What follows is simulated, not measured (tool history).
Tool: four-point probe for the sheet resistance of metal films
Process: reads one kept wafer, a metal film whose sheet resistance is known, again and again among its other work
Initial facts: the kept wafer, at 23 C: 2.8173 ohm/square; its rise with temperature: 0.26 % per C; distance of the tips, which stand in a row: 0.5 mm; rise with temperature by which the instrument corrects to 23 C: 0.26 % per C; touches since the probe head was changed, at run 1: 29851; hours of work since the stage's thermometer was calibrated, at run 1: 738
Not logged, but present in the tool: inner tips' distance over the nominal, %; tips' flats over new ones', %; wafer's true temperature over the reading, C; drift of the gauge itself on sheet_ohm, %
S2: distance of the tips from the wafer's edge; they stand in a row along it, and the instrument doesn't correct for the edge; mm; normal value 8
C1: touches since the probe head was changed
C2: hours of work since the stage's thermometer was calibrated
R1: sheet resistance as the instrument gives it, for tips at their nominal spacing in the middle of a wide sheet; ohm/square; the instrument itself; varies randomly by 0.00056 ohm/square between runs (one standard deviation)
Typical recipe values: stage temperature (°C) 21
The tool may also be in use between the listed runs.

{"run": 1, "hour": 0.0, "stage temperature (°C)": 21, "S2": 8, "C1": 29851, "C2": 738, "R1": 2.838043}
{"run": 2, "hour": 30.6, "stage temperature (°C)": 21, "S2": 8, "C1": 30907, "C2": 750, "R1": 2.839462}
{"run": 3, "hour": 82.1, "stage temperature (°C)": 19, "S2": 8, "C1": 32685, "C2": 771, "R1": 2.840628}
{"run": 4, "hour": 105.9, "stage temperature (°C)": 19, "S2": 8, "C1": 33507, "C2": 781, "R1": 2.840738}
{"run": 5, "hour": 156.1, "stage temperature (°C)": 19, "S2": 8, "C1": 35242, "C2": 801, "R1": 2.842423}
{"run": 6, "hour": 203.1, "stage temperature (°C)": 19, "S2": 8, "C1": 36864, "C2": 820, "R1": 2.8426}
{"run": 7, "hour": 240.6, "stage temperature (°C)": 21, "S2": 9, "C1": 38160, "C2": 835, "R1": 2.840938}
{"run": 8, "hour": 262.8, "stage temperature (°C)": 21, "S2": 6, "C1": 38926, "C2": 844, "R1": 2.848171}
{"run": 9, "hour": 300.1, "stage temperature (°C)": 21, "S2": 6, "C1": 40216, "C2": 860, "R1": 2.848977}
{"run": 10, "hour": 339.8, "stage temperature (°C)": 21, "S2": 8, "C1": 41587, "C2": 876, "R1": 2.845462}
{"run": 11, "hour": 381.7, "stage temperature (°C)": 23, "S2": 8, "C1": 43033, "C2": 893, "R1": 2.846413}
{"run": 12, "hour": 418.8, "stage temperature (°C)": 23, "S2": 8, "C1": 44314, "C2": 908, "R1": 2.845837}
{"run": 13, "hour": 453.2, "stage temperature (°C)": 23, "S2": 8, "C1": 45502, "C2": 922, "R1": 2.847758}
{"run": 14, "hour": 503.0, "stage temperature (°C)": 21, "S2": 8, "C1": 47224, "C2": 942, "R1": 2.849293}
{"run": 15, "hour": 546.2, "stage temperature (°C)": 21, "S2": 10, "C1": 48715, "C2": 960, "R1": 2.847722}
{"run": 16, "hour": 586.5, "stage temperature (°C)": 24, "S2": 8, "C1": 50105, "C2": 976, "R1": 2.850169}
{"run": 17, "hour": 615.7, "stage temperature (°C)": 24, "S2": 8, "C1": 51117, "C2": 988, "R1": 2.849737}
{"run": 18, "hour": 661.7, "stage temperature (°C)": 21, "S2": 8, "C1": 52703, "C2": 1006, "R1": 2.853064}
{"run": 19, "hour": 708.4, "stage temperature (°C)": 21, "S2": 3, "C1": 54317, "C2": 1025, "R1": 2.889092}
{"run": 20, "hour": 738.2, "stage temperature (°C)": 21, "S2": 3, "C1": 55345, "C2": 1038, "R1": 2.889527}
{"run": 21, "hour": 777.4, "stage temperature (°C)": 21, "S2": 3, "C1": 56700, "C2": 1053, "R1": 2.890085}
{"run": 22, "hour": 820.8, "stage temperature (°C)": 21, "S2": 3, "C1": 58198, "C2": 1071, "R1": 2.890669}
{"run": 23, "hour": 844.7, "stage temperature (°C)": 21, "S2": 17, "C1": 59025, "C2": 1081, "R1": 2.850435}
{"run": 24, "hour": 891.5, "stage temperature (°C)": 34, "S2": 4, "C1": 60640, "C2": 1100, "R1": 2.87194}
{"run": 25, "hour": 928.3, "stage temperature (°C)": 34, "S2": 4, "C1": 61911, "C2": 1115, "R1": 2.871704}
{"run": 26, "hour": 977.4, "stage temperature (°C)": 21, "S2": 41, "C1": 63607, "C2": 1135, "R1": 2.851551}
{"run": 27, "hour": 1027.1, "stage temperature (°C)": 21, "S2": 41, "C1": 65322, "C2": 1155, "R1": 2.854014}
{"run": 28, "hour": 1075.0, "stage temperature (°C)": 21, "S2": 24, "C1": 66979, "C2": 1174, "R1": 2.854673}
{"hour": 1090.5, "done": "new probe head fitted"}
{"run": 29, "hour": 1100.3, "stage temperature (°C)": 19, "S2": 3, "C1": 339, "C2": 1184, "R1": 2.860314}
{"run": 30, "hour": 1137.2, "stage temperature (°C)": 19, "S2": 3, "C1": 1613, "C2": 1199, "R1": 2.860824}
{"run": 31, "hour": 1174.0, "stage temperature (°C)": 19, "S2": 3, "C1": 2882, "C2": 1214, "R1": 2.863078}
{"hour": 1186.0, "done": "stage's thermometer calibrated"}
{"run": 32, "hour": 1219.3, "stage temperature (°C)": 33, "S2": 11, "C1": 4431, "C2": 14, "R1": 2.820165}
{"run": 33, "hour": 1261.9, "stage temperature (°C)": 33, "S2": 8, "C1": 5903, "C2": 31, "R1": 2.823917}
{"run": 34, "hour": 1307.4, "stage temperature (°C)": 33, "S2": 8, "C1": 7474, "C2": 49, "R1": 2.825069}
{"run": 35, "hour": 1349.9, "stage temperature (°C)": 33, "S2": 8, "C1": 8940, "C2": 67, "R1": 2.825756}
{"run": 36, "hour": 1396.4, "stage temperature (°C)": 31, "S2": 6, "C1": 10548, "C2": 85, "R1": 2.831791}
{"run": 37, "hour": 1422.3, "stage temperature (°C)": 27, "S2": 3, "C1": 11442, "C2": 96, "R1": 2.864279}
{"run": 38, "hour": 1445.3, "stage temperature (°C)": 18, "S2": 49, "C1": 12235, "C2": 105, "R1": 2.824288}
{"run": 39, "hour": 1471.4, "stage temperature (°C)": 34, "S2": 61, "C1": 13138, "C2": 116, "R1": 2.822412}
{"run": 40, "hour": 1511.4, "stage temperature (°C)": 24, "S2": 72, "C1": 14518, "C2": 132, "R1": 2.825158}
{"run": 41, "hour": 1552.2, "stage temperature (°C)": 24, "S2": 72, "C1": 15930, "C2": 149, "R1": 2.825457}
{"run": 42, "hour": 1599.6, "stage temperature (°C)": 26, "S2": 29, "C1": 17566, "C2": 168, "R1": 2.826243}
{"run": 43, "hour": 1622.3, "stage temperature (°C)": 29, "S2": 29, "C1": 18348, "C2": 177, "R1": 2.825577}
{"run": 44, "hour": 1662.3, "stage temperature (°C)": 31, "S2": 13, "C1": 19730, "C2": 193, "R1": 2.828581}

Branching from run 44: 5 alternative next runs. What would each branch give?
{"run": "A", "hour": 1708.6, "stage temperature (°C)": 18, "S2": 26, "C1": 21330, "C2": 212, "R1": "?"}
{"run": "B", "hour": 1708.6, "stage temperature (°C)": 30, "S2": 13, "C1": 21330, "C2": 212, "R1": "?"}
{"run": "C", "hour": 1708.6, "stage temperature (°C)": 23, "S2": 13, "C1": 21330, "C2": 212, "R1": "?"}
{"run": "D", "hour": 1708.6, "stage temperature (°C)": 21, "S2": 8, "C1": 21330, "C2": 212, "R1": "?"}
{"run": "E", "hour": 1708.6, "stage temperature (°C)": 24, "S2": 6, "C1": 21330, "C2": 212, "R1": "?"}

run=A R1=2.830757
run=B R1=2.829294
run=C R1=2.830768
run=D R1=2.834588
run=E R1=2.839831
The same runs, with their run-to-run variation unchanged, on a tool lacking any hidden condition would have given:
run=A R1=2.818924
run=B R1=2.817468
run=C R1=2.818936
run=D R1=2.822741
run=E R1=2.827963
